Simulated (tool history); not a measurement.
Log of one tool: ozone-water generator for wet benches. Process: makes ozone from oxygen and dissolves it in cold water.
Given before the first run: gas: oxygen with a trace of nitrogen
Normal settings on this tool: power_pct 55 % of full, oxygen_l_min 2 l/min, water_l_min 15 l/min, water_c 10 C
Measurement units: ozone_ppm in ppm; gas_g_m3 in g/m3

run 1 day=0 | power_pct=55 oxygen_l_min=2 water_l_min=15 water_c=10 | ozone_ppm=13.5 gas_g_m3=165.8
run 2 day=1.367 | power_pct=69 oxygen_l_min=2 water_l_min=15 water_c=10 | ozone_ppm=16.9 gas_g_m3=200.9
run 3 day=2.817 | power_pct=55 oxygen_l_min=2 water_l_min=15 water_c=16 | ozone_ppm=12.8 gas_g_m3=163.7
run 4 day=3.858 | power_pct=55 oxygen_l_min=2 water_l_min=15 water_c=16 | ozone_ppm=13.1 gas_g_m3=164.2
run 5 day=4.904 | power_pct=55 oxygen_l_min=2 water_l_min=15 water_c=16 | ozone_ppm=12.9 gas_g_m3=163.7
run 6 day=6.188 | power_pct=55 oxygen_l_min=2 water_l_min=15 water_c=16 | ozone_ppm=12.9 gas_g_m3=162.2
run 7 day=7.533 | power_pct=55 oxygen_l_min=3.19 water_l_min=15 water_c=16 | ozone_ppm=12.9 gas_g_m3=119.2
run 8 day=8.567 | power_pct=55 oxygen_l_min=2 water_l_min=15 water_c=10 | ozone_ppm=13.5 gas_g_m3=161.8
run 9 day=9.596 | power_pct=55 oxygen_l_min=2 water_l_min=15 water_c=10 | ozone_ppm=14 gas_g_m3=162.8
run 10 day=11.046 | power_pct=55 oxygen_l_min=2 water_l_min=15 water_c=10 | ozone_ppm=13.6 gas_g_m3=162.8
run 11 day=11.929 | power_pct=55 oxygen_l_min=2 water_l_min=15 water_c=10 | ozone_ppm=13.6 gas_g_m3=162
run 12 day=12.525 | power_pct=55 oxygen_l_min=2 water_l_min=15 water_c=10 | ozone_ppm=13.6 gas_g_m3=161.7
run 13 day=13.9 | power_pct=55 oxygen_l_min=2 water_l_min=15 water_c=6 | ozone_ppm=14.3 gas_g_m3=161.9
run 14 day=15.242 | power_pct=45 oxygen_l_min=2 water_l_min=15 water_c=6 | ozone_ppm=11.8 gas_g_m3=135.3
run 15 day=15.912 | power_pct=45 oxygen_l_min=2 water_l_min=15 water_c=6 | ozone_ppm=11.8 gas_g_m3=134.6
-- day=16.108 gauge calibrated
run 16 day=16.912 | power_pct=45 oxygen_l_min=2 water_l_min=15 water_c=6 | ozone_ppm=11.7 gas_g_m3=139.2
run 17 day=17.65 | power_pct=55 oxygen_l_min=2 water_l_min=15 water_c=10 | ozone_ppm=13.8 gas_g_m3=164.7
run 18 day=18.971 | power_pct=90 oxygen_l_min=2.01 water_l_min=13 water_c=13 | ozone_ppm=23.3 gas_g_m3=253.8
run 19 day=19.95 | power_pct=90 oxygen_l_min=2.01 water_l_min=13 water_c=13 | ozone_ppm=23.6 gas_g_m3=255.3
run 20 day=20.704 | power_pct=61 oxygen_l_min=2.87 water_l_min=12 water_c=15 | ozone_ppm=16.9 gas_g_m3=141.5

For run 21, what comes out?
run 21 day=21.625 | power_pct=61 oxygen_l_min=2.87 water_l_min=12 water_c=15 | ozone_ppm=? gas_g_m3=?

{"run 21": {"ozone_ppm": 17.2, "gas_g_m3": 141}}
The same run, on a tool lacking any hidden state, would have yielded ozone_ppm 17.2 ppm, gas_g_m3 142.5 g/m3.

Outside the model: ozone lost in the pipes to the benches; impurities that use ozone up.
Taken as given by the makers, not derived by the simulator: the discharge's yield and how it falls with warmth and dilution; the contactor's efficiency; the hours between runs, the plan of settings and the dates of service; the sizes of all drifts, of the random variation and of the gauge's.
